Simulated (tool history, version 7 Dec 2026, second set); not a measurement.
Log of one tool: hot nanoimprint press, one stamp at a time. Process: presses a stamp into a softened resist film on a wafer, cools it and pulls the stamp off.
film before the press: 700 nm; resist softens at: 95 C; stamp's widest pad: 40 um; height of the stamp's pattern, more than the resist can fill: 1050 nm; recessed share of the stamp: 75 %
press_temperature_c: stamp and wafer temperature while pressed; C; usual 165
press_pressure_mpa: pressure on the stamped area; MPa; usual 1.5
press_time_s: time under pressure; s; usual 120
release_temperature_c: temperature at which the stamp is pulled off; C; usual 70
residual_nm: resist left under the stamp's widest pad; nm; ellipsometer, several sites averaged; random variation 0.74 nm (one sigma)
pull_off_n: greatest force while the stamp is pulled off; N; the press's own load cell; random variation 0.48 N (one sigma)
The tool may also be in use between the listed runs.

run 1 hour=0 | press_temperature_c=165 press_pressure_mpa=1.5 press_time_s=120 release_temperature_c=70 | residual_nm=396.2 pull_off_n=93.2
run 2 hour=32.2 | press_temperature_c=165 press_pressure_mpa=1.5 press_time_s=120 release_temperature_c=70 | residual_nm=396.2 pull_off_n=93.4
run 3 hour=49.7 | press_temperature_c=165 press_pressure_mpa=1.5 press_time_s=120 release_temperature_c=70 | residual_nm=395.4 pull_off_n=95.5
run 4 hour=76.4 | press_temperature_c=165 press_pressure_mpa=1.5 press_time_s=120 release_temperature_c=71 | residual_nm=395.3 pull_off_n=92.5
run 5 hour=98.5 | press_temperature_c=165 press_pressure_mpa=1.5 press_time_s=120 release_temperature_c=71 | residual_nm=394.9 pull_off_n=92.7
run 6 hour=132 | press_temperature_c=165 press_pressure_mpa=1.5 press_time_s=120 release_temperature_c=71 | residual_nm=394.9 pull_off_n=93.5
run 7 hour=166.5 | press_temperature_c=165 press_pressure_mpa=1.5 press_time_s=120 release_temperature_c=71 | residual_nm=395.5 pull_off_n=93.7
run 8 hour=207.4 | press_temperature_c=165 press_pressure_mpa=1.5 press_time_s=120 release_temperature_c=71 | residual_nm=393 pull_off_n=94.7
run 9 hour=229.5 | press_temperature_c=165 press_pressure_mpa=1.5 press_time_s=120 release_temperature_c=70 | residual_nm=392.2 pull_off_n=97
run 10 hour=270 | press_temperature_c=165 press_pressure_mpa=1.5 press_time_s=120 release_temperature_c=70 | residual_nm=392 pull_off_n=98.1
-- hour=276.3 plate thermocouple calibrated
run 11 hour=300 | press_temperature_c=165 press_pressure_mpa=1.5 press_time_s=120 release_temperature_c=70 | residual_nm=388.4 pull_off_n=96.9
run 12 hour=317.7 | press_temperature_c=165 press_pressure_mpa=1.5 press_time_s=120 release_temperature_c=70 | residual_nm=386.9 pull_off_n=97.8
run 13 hour=334.6 | press_temperature_c=165 press_pressure_mpa=1.5 press_time_s=120 release_temperature_c=70 | residual_nm=387.3 pull_off_n=98
-- hour=376.5 stamp cleaned and given a new release coat
run 14 hour=380.2 | press_temperature_c=165 press_pressure_mpa=1.5 press_time_s=120 release_temperature_c=70 | residual_nm=386.3 pull_off_n=90.9
run 15 hour=420.4 | press_temperature_c=165 press_pressure_mpa=1.5 press_time_s=120 release_temperature_c=70 | residual_nm=385.8 pull_off_n=90.6
run 16 hour=445.8 | press_temperature_c=165 press_pressure_mpa=1.5 press_time_s=120 release_temperature_c=70 | residual_nm=385.2 pull_off_n=92
run 17 hour=467.1 | press_temperature_c=170 press_pressure_mpa=1.5 press_time_s=231 release_temperature_c=58 | residual_nm=248.4 pull_off_n=119
run 18 hour=488.2 | press_temperature_c=170 press_pressure_mpa=1.5 press_time_s=231 release_temperature_c=58 | residual_nm=249.1 pull_off_n=120.8
-- hour=513.8 plate thermocouple calibrated, once more
run 19 hour=525.6 | press_temperature_c=170 press_pressure_mpa=1.5 press_time_s=231 release_temperature_c=58 | residual_nm=266.5 pull_off_n=125
run 20 hour=563.5 | press_temperature_c=170 press_pressure_mpa=0.98 press_time_s=174 release_temperature_c=63 | residual_nm=353.6 pull_off_n=114.6
run 21 hour=593.5 | press_temperature_c=170 press_pressure_mpa=0.98 press_time_s=174 release_temperature_c=63 | residual_nm=351.5 pull_off_n=115.4
run 22 hour=628.3 | press_temperature_c=159 press_pressure_mpa=0.98 press_time_s=174 release_temperature_c=69 | residual_nm=489.4 pull_off_n=101.5
run 23 hour=656.4 | press_temperature_c=156 press_pressure_mpa=1.97 press_time_s=120 release_temperature_c=64 | residual_nm=486.7 pull_off_n=113.9
run 24 hour=677.5 | press_temperature_c=165 press_pressure_mpa=1.5 press_time_s=113 release_temperature_c=71 | residual_nm=411.3 pull_off_n=97.9
run 25 hour=708.9 | press_temperature_c=165 press_pressure_mpa=2.13 press_time_s=113 release_temperature_c=77 | residual_nm=365.3 pull_off_n=83.6
run 26 hour=728.4 | press_temperature_c=160 press_pressure_mpa=1.31 press_time_s=93 release_temperature_c=64 | residual_nm=516.2 pull_off_n=117.3
run 27 hour=765.4 | press_temperature_c=166 press_pressure_mpa=1.5 press_time_s=99 release_temperature_c=63 | residual_nm=414.9 pull_off_n=118.9
-- hour=791.4 stamp cleaned and given a new release coat
run 28 hour=796 | press_temperature_c=170 press_pressure_mpa=1.5 press_time_s=87 release_temperature_c=63 | residual_nm=385.2 pull_off_n=109.5
run 29 hour=814.6 | press_temperature_c=170 press_pressure_mpa=1.5 press_time_s=87 release_temperature_c=63 | residual_nm=385.8 pull_off_n=110.3
run 30 hour=832.5 | press_temperature_c=154 press_pressure_mpa=0.91 press_time_s=120 release_temperature_c=75 | residual_nm=589.9 pull_off_n=81.6
run 31 hour=862.6 | press_temperature_c=166 press_pressure_mpa=1.16 press_time_s=120 release_temperature_c=71 | residual_nm=424.1 pull_off_n=91.5

3 ways to go on from here, each from the tool as it stands after run 31. What would each give?
run A hour=900.6 | press_temperature_c=165 press_pressure_mpa=1.54 press_time_s=86 release_temperature_c=69 | residual_nm=? pull_off_n=?
run B hour=900.6 | press_temperature_c=166 press_pressure_mpa=1.16 press_time_s=184 release_temperature_c=70 | residual_nm=? pull_off_n=?
run C hour=900.6 | press_temperature_c=166 press_pressure_mpa=1.16 press_time_s=149 release_temperature_c=71 | residual_nm=? pull_off_n=?

run=A residual_nm=440.7 pull_off_n=97.2
run=B residual_nm=364.4 pull_off_n=94.7
run=C residual_nm=393.5 pull_off_n=92.8
Without the tool's hidden state the same runs would have given:
run=A residual_nm=442.3 pull_off_n=95.6
run=B residual_nm=366.8 pull_off_n=93.1
run=C residual_nm=396 pull_off_n=91.3
